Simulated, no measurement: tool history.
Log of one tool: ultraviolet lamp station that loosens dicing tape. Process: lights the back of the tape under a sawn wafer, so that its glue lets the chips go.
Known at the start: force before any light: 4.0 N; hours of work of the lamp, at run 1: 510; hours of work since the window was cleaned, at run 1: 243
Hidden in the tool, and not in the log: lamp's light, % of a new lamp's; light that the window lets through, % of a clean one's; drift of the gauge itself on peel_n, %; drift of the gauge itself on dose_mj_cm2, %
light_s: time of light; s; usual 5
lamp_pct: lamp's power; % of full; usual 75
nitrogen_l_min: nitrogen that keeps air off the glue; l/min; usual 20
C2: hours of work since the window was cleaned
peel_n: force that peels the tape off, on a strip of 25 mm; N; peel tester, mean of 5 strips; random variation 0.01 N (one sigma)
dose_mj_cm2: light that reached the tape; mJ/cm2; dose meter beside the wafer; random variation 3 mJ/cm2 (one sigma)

{"run": 1, "day": 0.0, "light_s": 5, "lamp_pct": 75, "nitrogen_l_min": 20, "hours of work of the lamp": 510, "C2": 243, "peel_n": 0.433, "dose_mj_cm2": 453}
{"run": 2, "day": 0.788, "light_s": 5, "lamp_pct": 75, "nitrogen_l_min": 20, "hours of work of the lamp": 523, "C2": 255, "peel_n": 0.469, "dose_mj_cm2": 456}
{"run": 3, "day": 1.258, "light_s": 5, "lamp_pct": 75, "nitrogen_l_min": 20, "hours of work of the lamp": 530, "C2": 263, "peel_n": 0.435, "dose_mj_cm2": 453}
{"run": 4, "day": 2.042, "light_s": 5, "lamp_pct": 75, "nitrogen_l_min": 20, "hours of work of the lamp": 543, "C2": 275, "peel_n": 0.458, "dose_mj_cm2": 454}
{"run": 5, "day": 2.438, "light_s": 5, "lamp_pct": 75, "nitrogen_l_min": 20, "hours of work of the lamp": 549, "C2": 281, "peel_n": 0.444, "dose_mj_cm2": 454}
{"run": 6, "day": 2.854, "light_s": 5, "lamp_pct": 75, "nitrogen_l_min": 12, "hours of work of the lamp": 556, "C2": 288, "peel_n": 0.657, "dose_mj_cm2": 455}
{"run": 7, "day": 3.258, "light_s": 3, "lamp_pct": 75, "nitrogen_l_min": 20, "hours of work of the lamp": 562, "C2": 294, "peel_n": 1.047, "dose_mj_cm2": 269}
{"run": 8, "day": 4.008, "light_s": 7, "lamp_pct": 75, "nitrogen_l_min": 20, "hours of work of the lamp": 574, "C2": 306, "peel_n": 0.222, "dose_mj_cm2": 638}
{"run": 9, "day": 4.842, "light_s": 7, "lamp_pct": 75, "nitrogen_l_min": 20, "hours of work of the lamp": 587, "C2": 319, "peel_n": 0.222, "dose_mj_cm2": 633}
{"run": 10, "day": 5.729, "light_s": 5, "lamp_pct": 72, "nitrogen_l_min": 20, "hours of work of the lamp": 601, "C2": 333, "peel_n": 0.489, "dose_mj_cm2": 437}
{"run": 11, "day": 6.429, "light_s": 5, "lamp_pct": 72, "nitrogen_l_min": 20, "hours of work of the lamp": 612, "C2": 345, "peel_n": 0.488, "dose_mj_cm2": 438}
{"run": 12, "day": 7.242, "light_s": 5, "lamp_pct": 97, "nitrogen_l_min": 20, "hours of work of the lamp": 625, "C2": 357, "peel_n": 0.261, "dose_mj_cm2": 585}
{"run": 13, "day": 7.875, "light_s": 5, "lamp_pct": 97, "nitrogen_l_min": 20, "hours of work of the lamp": 635, "C2": 367, "peel_n": 0.265, "dose_mj_cm2": 585}
{"run": 14, "day": 8.629, "light_s": 5, "lamp_pct": 97, "nitrogen_l_min": 20, "hours of work of the lamp": 647, "C2": 379, "peel_n": 0.262, "dose_mj_cm2": 592}
{"run": 15, "day": 9.308, "light_s": 4, "lamp_pct": 75, "nitrogen_l_min": 20, "hours of work of the lamp": 658, "C2": 390, "peel_n": 0.693, "dose_mj_cm2": 358}
{"run": 16, "day": 9.858, "light_s": 5, "lamp_pct": 75, "nitrogen_l_min": 20, "hours of work of the lamp": 666, "C2": 399, "peel_n": 0.474, "dose_mj_cm2": 456}
{"run": 17, "day": 10.338, "light_s": 5, "lamp_pct": 75, "nitrogen_l_min": 21, "hours of work of the lamp": 674, "C2": 406, "peel_n": 0.427, "dose_mj_cm2": 451}
{"run": 18, "day": 10.842, "light_s": 5, "lamp_pct": 75, "nitrogen_l_min": 21, "hours of work of the lamp": 682, "C2": 414, "peel_n": 0.441, "dose_mj_cm2": 452}
{"run": 19, "day": 11.704, "light_s": 5, "lamp_pct": 75, "nitrogen_l_min": 21, "hours of work of the lamp": 695, "C2": 428, "peel_n": 0.448, "dose_mj_cm2": 457}
{"run": 20, "day": 12.238, "light_s": 5, "lamp_pct": 75, "nitrogen_l_min": 21, "hours of work of the lamp": 704, "C2": 436, "peel_n": 0.437, "dose_mj_cm2": 451}
{"run": 21, "day": 12.667, "light_s": 5, "lamp_pct": 75, "nitrogen_l_min": 20, "hours of work of the lamp": 711, "C2": 443, "peel_n": 0.471, "dose_mj_cm2": 456}
{"run": 22, "day": 13.392, "light_s": 5, "lamp_pct": 75, "nitrogen_l_min": 20, "hours of work of the lamp": 722, "C2": 454, "peel_n": 0.462, "dose_mj_cm2": 445}
{"run": 23, "day": 13.921, "light_s": 5, "lamp_pct": 75, "nitrogen_l_min": 20, "hours of work of the lamp": 730, "C2": 463, "peel_n": 0.441, "dose_mj_cm2": 454}
{"run": 24, "day": 14.688, "light_s": 9, "lamp_pct": 94, "nitrogen_l_min": 38, "hours of work of the lamp": 743, "C2": 475, "peel_n": 0.071, "dose_mj_cm2": 1021}
{"run": 25, "day": 15.133, "light_s": 4, "lamp_pct": 75, "nitrogen_l_min": 39, "hours of work of the lamp": 750, "C2": 482, "peel_n": 0.467, "dose_mj_cm2": 360}
{"run": 26, "day": 15.671, "light_s": 2, "lamp_pct": 99, "nitrogen_l_min": 27, "hours of work of the lamp": 758, "C2": 490, "peel_n": 1.078, "dose_mj_cm2": 243}
{"run": 27, "day": 16.233, "light_s": 4, "lamp_pct": 63, "nitrogen_l_min": 24, "hours of work of the lamp": 767, "C2": 499, "peel_n": 0.814, "dose_mj_cm2": 308}
{"run": 28, "day": 16.846, "light_s": 4, "lamp_pct": 63, "nitrogen_l_min": 24, "hours of work of the lamp": 777, "C2": 509, "peel_n": 0.832, "dose_mj_cm2": 306}
{"run": 29, "day": 17.467, "light_s": 4, "lamp_pct": 63, "nitrogen_l_min": 24, "hours of work of the lamp": 786, "C2": 519, "peel_n": 0.812, "dose_mj_cm2": 306}
{"day": 17.95, "done": "window cleaned of glue's vapour"}
{"run": 30, "day": 17.979, "light_s": 5, "lamp_pct": 75, "nitrogen_l_min": 21, "hours of work of the lamp": 794, "C2": 0, "peel_n": 0.436, "dose_mj_cm2": 459}
{"run": 31, "day": 18.367, "light_s": 3, "lamp_pct": 75, "nitrogen_l_min": 29, "hours of work of the lamp": 800, "C2": 7, "peel_n": 0.889, "dose_mj_cm2": 271}
{"run": 32, "day": 18.917, "light_s": 4, "lamp_pct": 68, "nitrogen_l_min": 29, "hours of work of the lamp": 809, "C2": 15, "peel_n": 0.637, "dose_mj_cm2": 325}
{"run": 33, "day": 19.458, "light_s": 5, "lamp_pct": 65, "nitrogen_l_min": 20, "hours of work of the lamp": 818, "C2": 24, "peel_n": 0.58, "dose_mj_cm2": 396}
{"run": 34, "day": 20.042, "light_s": 5, "lamp_pct": 65, "nitrogen_l_min": 20, "hours of work of the lamp": 827, "C2": 33, "peel_n": 0.575, "dose_mj_cm2": 396}
{"run": 35, "day": 20.729, "light_s": 5, "lamp_pct": 65, "nitrogen_l_min": 20, "hours of work of the lamp": 838, "C2": 44, "peel_n": 0.604, "dose_mj_cm2": 389}
{"run": 36, "day": 21.504, "light_s": 5, "lamp_pct": 65, "nitrogen_l_min": 20, "hours of work of the lamp": 850, "C2": 56, "peel_n": 0.608, "dose_mj_cm2": 394}
{"run": 37, "day": 22.367, "light_s": 5, "lamp_pct": 64, "nitrogen_l_min": 21, "hours of work of the lamp": 863, "C2": 70, "peel_n": 0.574, "dose_mj_cm2": 387}
{"run": 38, "day": 22.829, "light_s": 6, "lamp_pct": 67, "nitrogen_l_min": 17, "hours of work of the lamp": 871, "C2": 77, "peel_n": 0.433, "dose_mj_cm2": 486}
{"run": 39, "day": 23.367, "light_s": 4, "lamp_pct": 87, "nitrogen_l_min": 7, "hours of work of the lamp": 879, "C2": 86, "peel_n": 1.011, "dose_mj_cm2": 418}
{"run": 40, "day": 24.221, "light_s": 4, "lamp_pct": 87, "nitrogen_l_min": 7, "hours of work of the lamp": 893, "C2": 99, "peel_n": 1.007, "dose_mj_cm2": 422}
{"run": 41, "day": 24.725, "light_s": 9, "lamp_pct": 75, "nitrogen_l_min": 9, "hours of work of the lamp": 901, "C2": 107, "peel_n": 0.247, "dose_mj_cm2": 811}
{"run": 42, "day": 25.554, "light_s": 3, "lamp_pct": 75, "nitrogen_l_min": 16, "hours of work of the lamp": 914, "C2": 120, "peel_n": 1.163, "dose_mj_cm2": 268}
{"run": 43, "day": 26.188, "light_s": 3, "lamp_pct": 75, "nitrogen_l_min": 16, "hours of work of the lamp": 924, "C2": 130, "peel_n": 1.198, "dose_mj_cm2": 273}
{"run": 44, "day": 26.758, "light_s": 9, "lamp_pct": 98, "nitrogen_l_min": 15, "hours of work of the lamp": 933, "C2": 139, "peel_n": 0.093, "dose_mj_cm2": 1070}

Forecast each of these 3 alternatives for the next run:
{"run": "A", "day": 27.558, "light_s": 10, "lamp_pct": 62, "nitrogen_l_min": 29, "hours of work of the lamp": 945, "C2": 152, "peel_n": "?", "dose_mj_cm2": "?"}
{"run": "B", "day": 27.558, "light_s": 5, "lamp_pct": 75, "nitrogen_l_min": 26, "hours of work of the lamp": 945, "C2": 152, "peel_n": "?", "dose_mj_cm2": "?"}
{"run": "C", "day": 27.558, "light_s": 10, "lamp_pct": 85, "nitrogen_l_min": 8, "hours of work of the lamp": 945, "C2": 152, "peel_n": "?", "dose_mj_cm2": "?"}

run=A peel_n=0.115 dose_mj_cm2=746
run=B peel_n=0.379 dose_mj_cm2=457
run=C peel_n=0.167 dose_mj_cm2=1027
Without the tool's hidden state the same runs would have given:
run=A peel_n=0.114 dose_mj_cm2=749
run=B peel_n=0.376 dose_mj_cm2=459
run=C peel_n=0.165 dose_mj_cm2=1031
